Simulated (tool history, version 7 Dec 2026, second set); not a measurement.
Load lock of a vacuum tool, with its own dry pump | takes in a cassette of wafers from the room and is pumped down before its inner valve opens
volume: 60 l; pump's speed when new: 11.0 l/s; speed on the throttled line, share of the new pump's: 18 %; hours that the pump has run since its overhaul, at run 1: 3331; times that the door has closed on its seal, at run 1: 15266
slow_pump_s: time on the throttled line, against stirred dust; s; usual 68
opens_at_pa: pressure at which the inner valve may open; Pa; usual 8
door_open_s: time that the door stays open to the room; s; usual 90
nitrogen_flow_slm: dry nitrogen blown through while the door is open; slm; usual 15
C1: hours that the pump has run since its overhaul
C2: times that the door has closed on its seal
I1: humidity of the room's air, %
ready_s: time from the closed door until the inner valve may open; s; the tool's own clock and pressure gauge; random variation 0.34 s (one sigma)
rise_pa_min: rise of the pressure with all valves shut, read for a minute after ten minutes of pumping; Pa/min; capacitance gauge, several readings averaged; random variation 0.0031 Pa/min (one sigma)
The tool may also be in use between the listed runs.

run 1 hour=0 | slow_pump_s=68 opens_at_pa=8 door_open_s=90 nitrogen_flow_slm=15 | C1=3331 C2=15266 | I1=44.6 | ready_s=109.7 rise_pa_min=0.14
run 2 hour=66.1 | slow_pump_s=68 opens_at_pa=8 door_open_s=90 nitrogen_flow_slm=15 | C1=3397 C2=15554 | I1=42.6 | ready_s=109.6 rise_pa_min=0.138
run 3 hour=199.2 | slow_pump_s=68 opens_at_pa=8 door_open_s=90 nitrogen_flow_slm=15 | C1=3530 C2=16136 | I1=45.8 | ready_s=109.5 rise_pa_min=0.14
run 4 hour=268.8 | slow_pump_s=68 opens_at_pa=8 door_open_s=90 nitrogen_flow_slm=15 | C1=3599 C2=16440 | I1=47.6 | ready_s=110.5 rise_pa_min=0.151
run 5 hour=408 | slow_pump_s=68 opens_at_pa=8 door_open_s=90 nitrogen_flow_slm=15 | C1=3739 C2=17048 | I1=43.1 | ready_s=110.6 rise_pa_min=0.145
run 6 hour=542.6 | slow_pump_s=68 opens_at_pa=8 door_open_s=90 nitrogen_flow_slm=15 | C1=3873 C2=17635 | I1=45.8 | ready_s=110.4 rise_pa_min=0.151
run 7 hour=633.5 | slow_pump_s=68 opens_at_pa=8 door_open_s=90 nitrogen_flow_slm=15 | C1=3964 C2=18032 | I1=42.9 | ready_s=110.5 rise_pa_min=0.15
run 8 hour=777.7 | slow_pump_s=68 opens_at_pa=8 door_open_s=90 nitrogen_flow_slm=15 | C1=4108 C2=18662 | I1=44.9 | ready_s=110.1 rise_pa_min=0.159
run 9 hour=906.6 | slow_pump_s=68 opens_at_pa=8 door_open_s=90 nitrogen_flow_slm=15 | C1=4237 C2=19225 | I1=44.6 | ready_s=110.8 rise_pa_min=0.164
run 10 hour=1043.1 | slow_pump_s=68 opens_at_pa=8 door_open_s=90 nitrogen_flow_slm=15 | C1=4374 C2=19821 | I1=42.2 | ready_s=110.5 rise_pa_min=0.164
run 11 hour=1112.2 | slow_pump_s=68 opens_at_pa=8 door_open_s=90 nitrogen_flow_slm=15 | C1=4443 C2=20123 | I1=44.7 | ready_s=111.1 rise_pa_min=0.175
run 12 hour=1189.5 | slow_pump_s=68 opens_at_pa=8 door_open_s=90 nitrogen_flow_slm=15 | C1=4520 C2=20461 | I1=45.1 | ready_s=111.3 rise_pa_min=0.18
run 13 hour=1271.8 | slow_pump_s=68 opens_at_pa=7 door_open_s=90 nitrogen_flow_slm=15 | C1=4602 C2=20820 | I1=46.4 | ready_s=111.4 rise_pa_min=0.182
run 14 hour=1377.7 | slow_pump_s=68 opens_at_pa=8 door_open_s=90 nitrogen_flow_slm=24 | C1=4708 C2=21283 | I1=44.3 | ready_s=111.2 rise_pa_min=0.17
run 15 hour=1442.1 | slow_pump_s=68 opens_at_pa=8 door_open_s=90 nitrogen_flow_slm=24 | C1=4773 C2=21564 | I1=45.1 | ready_s=110.8 rise_pa_min=0.176
run 16 hour=1554.5 | slow_pump_s=68 opens_at_pa=8 door_open_s=90 nitrogen_flow_slm=24 | C1=4885 C2=22055 | I1=47.7 | ready_s=111.4 rise_pa_min=0.177
run 17 hour=1697.3 | slow_pump_s=46 opens_at_pa=10 door_open_s=112 nitrogen_flow_slm=24 | C1=5028 C2=22678 | I1=43.9 | ready_s=92.3 rise_pa_min=0.195
run 18 hour=1801.9 | slow_pump_s=46 opens_at_pa=10 door_open_s=112 nitrogen_flow_slm=24 | C1=5132 C2=23135 | I1=43 | ready_s=92.6 rise_pa_min=0.186
run 19 hour=1886 | slow_pump_s=46 opens_at_pa=7 door_open_s=194 nitrogen_flow_slm=24 | C1=5217 C2=23502 | I1=47.1 | ready_s=94.2 rise_pa_min=0.237
run 20 hour=1965.7 | slow_pump_s=47 opens_at_pa=8 door_open_s=92 nitrogen_flow_slm=15 | C1=5296 C2=23851 | I1=41.5 | ready_s=94.4 rise_pa_min=0.199
run 21 hour=2107.7 | slow_pump_s=68 opens_at_pa=8 door_open_s=94 nitrogen_flow_slm=15 | C1=5438 C2=24471 | I1=44.5 | ready_s=112.2 rise_pa_min=0.214
run 22 hour=2199.9 | slow_pump_s=68 opens_at_pa=8 door_open_s=83 nitrogen_flow_slm=5 | C1=5530 C2=24873 | I1=42.2 | ready_s=110.4 rise_pa_min=0.227
run 23 hour=2279.5 | slow_pump_s=68 opens_at_pa=6 door_open_s=90 nitrogen_flow_slm=38 | C1=5610 C2=25221 | I1=45.9 | ready_s=113.4 rise_pa_min=0.196
run 24 hour=2355.5 | slow_pump_s=43 opens_at_pa=8 door_open_s=90 nitrogen_flow_slm=8 | C1=5686 C2=25553 | I1=46.6 | ready_s=92.2 rise_pa_min=0.238
run 25 hour=2453.7 | slow_pump_s=43 opens_at_pa=8 door_open_s=90 nitrogen_flow_slm=8 | C1=5784 C2=25982 | I1=47.3 | ready_s=92.2 rise_pa_min=0.243
run 26 hour=2546.8 | slow_pump_s=37 opens_at_pa=14 door_open_s=90 nitrogen_flow_slm=10 | C1=5877 C2=26388 | I1=45 | ready_s=83.7 rise_pa_min=0.231
run 27 hour=2639.8 | slow_pump_s=68 opens_at_pa=8 door_open_s=90 nitrogen_flow_slm=19 | C1=5970 C2=26794 | I1=43.5 | ready_s=112.2 rise_pa_min=0.221
run 28 hour=2705.4 | slow_pump_s=68 opens_at_pa=8 door_open_s=90 nitrogen_flow_slm=19 | C1=6036 C2=27081 | I1=44.7 | ready_s=111.6 rise_pa_min=0.233
run 29 hour=2774.3 | slow_pump_s=34 opens_at_pa=10 door_open_s=90 nitrogen_flow_slm=8 | C1=6105 C2=27382 | I1=44 | ready_s=83.4 rise_pa_min=0.25

5 ways to go on from here, each from the tool as it stands after run 29. What would each give?
run A hour=2895.8 | slow_pump_s=34 opens_at_pa=15 door_open_s=90 nitrogen_flow_slm=30 | C1=6226 C2=27913 | I1=46.6 | ready_s=? rise_pa_min=?
run B hour=2895.8 | slow_pump_s=78 opens_at_pa=7 door_open_s=141 nitrogen_flow_slm=15 | C1=6226 C2=27913 | I1=46.7 | ready_s=? rise_pa_min=?
run C hour=2895.8 | slow_pump_s=34 opens_at_pa=6 door_open_s=80 nitrogen_flow_slm=8 | C1=6226 C2=27913 | I1=44.8 | ready_s=? rise_pa_min=?
run D hour=2895.8 | slow_pump_s=68 opens_at_pa=11 door_open_s=53 nitrogen_flow_slm=15 | C1=6226 C2=27913 | I1=44.4 | ready_s=? rise_pa_min=?
run E hour=2895.8 | slow_pump_s=68 opens_at_pa=8 door_open_s=90 nitrogen_flow_slm=24 | C1=6226 C2=27913 | I1=48.3 | ready_s=? rise_pa_min=?

run=A ready_s=81.1 rise_pa_min=0.228
run=B ready_s=120.3 rise_pa_min=0.27
run=C ready_s=86.8 rise_pa_min=0.243
run=D ready_s=110.2 rise_pa_min=0.22
run=E ready_s=112.1 rise_pa_min=0.233
Without the tool's hidden state the same runs would have given:
run=A ready_s=76.2 rise_pa_min=0.053
run=B ready_s=115.8 rise_pa_min=0.092
run=C ready_s=81.3 rise_pa_min=0.066
run=D ready_s=105.9 rise_pa_min=0.043
run=E ready_s=107.6 rise_pa_min=0.054

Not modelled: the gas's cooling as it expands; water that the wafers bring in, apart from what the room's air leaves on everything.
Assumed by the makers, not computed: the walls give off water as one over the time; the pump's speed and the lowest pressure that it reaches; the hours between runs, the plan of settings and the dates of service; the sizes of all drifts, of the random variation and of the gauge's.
